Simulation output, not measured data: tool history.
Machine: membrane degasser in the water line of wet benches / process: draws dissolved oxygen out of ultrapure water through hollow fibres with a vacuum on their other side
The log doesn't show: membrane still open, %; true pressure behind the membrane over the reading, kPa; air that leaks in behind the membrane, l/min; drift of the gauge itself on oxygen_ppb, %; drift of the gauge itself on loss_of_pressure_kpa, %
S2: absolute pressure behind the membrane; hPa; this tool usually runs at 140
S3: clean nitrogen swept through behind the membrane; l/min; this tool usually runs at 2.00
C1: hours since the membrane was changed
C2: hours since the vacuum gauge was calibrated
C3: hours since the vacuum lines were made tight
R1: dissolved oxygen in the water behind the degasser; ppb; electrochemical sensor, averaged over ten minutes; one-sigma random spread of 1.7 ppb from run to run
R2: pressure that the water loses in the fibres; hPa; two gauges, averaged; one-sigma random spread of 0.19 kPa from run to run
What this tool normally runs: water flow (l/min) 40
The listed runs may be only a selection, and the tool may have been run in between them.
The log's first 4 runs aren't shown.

{"run": 5, "hour": 281.6, "water flow (l/min)": 40, "S2": 140, "S3": 2.0, "C1": 1506, "C2": 1340, "C3": 8241, "R1": 462.8, "R2": 387.6}
{"run": 6, "hour": 329.8, "water flow (l/min)": 40, "S2": 140, "S3": 2.0, "C1": 1554, "C2": 1388, "C3": 8289, "R1": 464.1, "R2": 388.2}
{"run": 7, "hour": 371.1, "water flow (l/min)": 40, "S2": 140, "S3": 2.0, "C1": 1595, "C2": 1429, "C3": 8330, "R1": 465.7, "R2": 390.5}
{"run": 8, "hour": 449.7, "water flow (l/min)": 40, "S2": 140, "S3": 2.0, "C1": 1674, "C2": 1508, "C3": 8409, "R1": 461.1, "R2": 390.5}
{"run": 9, "hour": 499.7, "water flow (l/min)": 40, "S2": 140, "S3": 2.0, "C1": 1724, "C2": 1558, "C3": 8459, "R1": 465.8, "R2": 390.2}
{"run": 10, "hour": 568.0, "water flow (l/min)": 26, "S2": 140, "S3": 2.0, "C1": 1792, "C2": 1626, "C3": 8527, "R1": 317.5, "R2": 253.7}
{"run": 11, "hour": 646.4, "water flow (l/min)": 26, "S2": 140, "S3": 2.0, "C1": 1871, "C2": 1704, "C3": 8605, "R1": 318.4, "R2": 253.0}
{"run": 12, "hour": 725.0, "water flow (l/min)": 40, "S2": 156, "S3": 2.0, "C1": 1949, "C2": 1783, "C3": 8684, "R1": 532.6, "R2": 390.3}
{"run": 13, "hour": 769.9, "water flow (l/min)": 40, "S2": 156, "S3": 2.0, "C1": 1994, "C2": 1828, "C3": 8729, "R1": 527.9, "R2": 390.9}
{"run": 14, "hour": 826.1, "water flow (l/min)": 40, "S2": 156, "S3": 2.0, "C1": 2050, "C2": 1884, "C3": 8785, "R1": 526.1, "R2": 389.4}
{"run": 15, "hour": 865.5, "water flow (l/min)": 39, "S2": 140, "S3": 2.0, "C1": 2090, "C2": 1924, "C3": 8825, "R1": 457.3, "R2": 381.1}
{"hour": 872.4, "done": "vacuum gauge calibrated"}
{"run": 16, "hour": 905.9, "water flow (l/min)": 40, "S2": 140, "S3": 2.0, "C1": 2130, "C2": 34, "C3": 8865, "R1": 466.7, "R2": 393.2}
{"run": 17, "hour": 953.6, "water flow (l/min)": 40, "S2": 140, "S3": 2.0, "C1": 2177, "C2": 81, "C3": 8912, "R1": 470.6, "R2": 390.2}
{"run": 18, "hour": 1018.1, "water flow (l/min)": 57, "S2": 133, "S3": 5.02, "C1": 2242, "C2": 146, "C3": 8977, "R1": 290.7, "R2": 557.0}
{"run": 19, "hour": 1082.6, "water flow (l/min)": 40, "S2": 234, "S3": 2.92, "C1": 2306, "C2": 210, "C3": 9041, "R1": 605.4, "R2": 387.4}
{"run": 20, "hour": 1137.1, "water flow (l/min)": 31, "S2": 234, "S3": 1.27, "C1": 2361, "C2": 265, "C3": 9096, "R1": 970.7, "R2": 301.3}
{"run": 21, "hour": 1185.2, "water flow (l/min)": 50, "S2": 270, "S3": 0.92, "C1": 2409, "C2": 313, "C3": 9144, "R1": 1977.4, "R2": 488.8}
{"run": 22, "hour": 1267.1, "water flow (l/min)": 49, "S2": 297, "S3": 1.53, "C1": 2491, "C2": 395, "C3": 9226, "R1": 1510.4, "R2": 476.5}
{"hour": 1342.6, "done": "vacuum gauge calibrated, once more"}
{"run": 23, "hour": 1363.5, "water flow (l/min)": 49, "S2": 297, "S3": 1.53, "C1": 2587, "C2": 21, "C3": 9322, "R1": 1511.1, "R2": 483.4}
{"run": 24, "hour": 1421.8, "water flow (l/min)": 39, "S2": 297, "S3": 1.53, "C1": 2645, "C2": 79, "C3": 9380, "R1": 1272.9, "R2": 380.1}
{"run": 25, "hour": 1517.6, "water flow (l/min)": 64, "S2": 140, "S3": 2.16, "C1": 2741, "C2": 175, "C3": 9476, "R1": 673.8, "R2": 619.5}
{"run": 26, "hour": 1585.5, "water flow (l/min)": 40, "S2": 140, "S3": 1.43, "C1": 2809, "C2": 243, "C3": 9544, "R1": 606.4, "R2": 389.8}
{"run": 27, "hour": 1651.9, "water flow (l/min)": 40, "S2": 89, "S3": 3.73, "C1": 2875, "C2": 309, "C3": 9610, "R1": 146.6, "R2": 391.6}

Forecast run 28:
{"run": 28, "hour": 1739.8, "water flow (l/min)": 45, "S2": 134, "S3": 0.86, "C1": 2963, "C2": 397, "C3": 9698, "R1": "?", "R2": "?"}

R1: 934.7 ppb
R2: 438.1 hPa
If the tool had no hidden condition, the same run with the same run-to-run variation would have returned R1 932.0 ppb, R2 434.8 hPa.
